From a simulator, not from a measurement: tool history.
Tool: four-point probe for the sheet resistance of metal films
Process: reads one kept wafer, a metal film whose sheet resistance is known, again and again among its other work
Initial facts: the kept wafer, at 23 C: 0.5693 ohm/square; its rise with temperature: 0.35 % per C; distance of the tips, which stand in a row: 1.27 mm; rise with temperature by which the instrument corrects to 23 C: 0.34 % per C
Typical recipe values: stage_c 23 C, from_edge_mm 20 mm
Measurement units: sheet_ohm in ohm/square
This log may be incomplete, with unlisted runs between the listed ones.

run	hour	stage_c	from_edge_mm	sheet_ohm
1	0.0	23	20	0.571885
2	24.5	23	20	0.572003
3	42.2	23	20	0.572019
4	62.9	23	20	0.571895
5	84.3	23	20	0.571751
6	121.3	23	20	0.571671
7	149.7	23	20	0.571421
8	179.5	23	16	0.572292
9	209.7	23	35	0.570433
10	246.9	23	35	0.570585
11	283.5	23	35	0.570407
12	321.1	23	35	0.570401
13	355.4	23	35	0.570363
14	390.4	23	20	0.570979
15	422.8	23	20	0.571047
16	447.5	23	4	0.598980
17	482.8	23	4	0.598744
18	520.6	23	4	0.598625
19	554.3	19	23	0.570116
20	573.8	28	9	0.576011
21	596.8	31	9	0.576272
22	617.2	25	4	0.598575
23	632.8	19	31	0.569522
24	660.6	27	51	0.569881
25	698.2	23	50	0.569422
26	716.1	28	6	0.582830
27	745.9	19	4	0.597125
28	782.0	33	6	0.582299
29	814.2	24	12	0.571666
30	840.3	18	47	0.567883
31	856.3	21	23	0.568887
32	875.7	21	23	0.568991
33	908.9	34	8	0.576498
34	946.0	22	35	0.567966

Missing from the log above: 2 entries noted between runs. For each, name the pair of listed runs it sits between and say how the tool's hidden condition differs from the listed run just before to the listed run just after:
Runs 19 to 20: stage's thermometer calibrated (hour 557.8)
  inner tips' distance over the nominal, %: -0.068 -> -0.077; tips' flats over new ones', %: 41 -> 42; wafer's true temperature over the reading, C: 0.27 -> 0.3
  measured result minus the result with no hidden state, sheet_ohm: +0.000132 -> +0.000130 ohm/square
Runs 26 to 27: stage's thermometer calibrated, once more (hour 734.3)
  inner tips' distance over the nominal, %: -0.139 -> -0.152; tips' flats over new ones', %: 47 -> 48; wafer's true temperature over the reading, C: 0.34 -> 0.02
  measured result minus the result with no hidden state, sheet_ohm: -0.000195 -> -0.000940 ohm/square
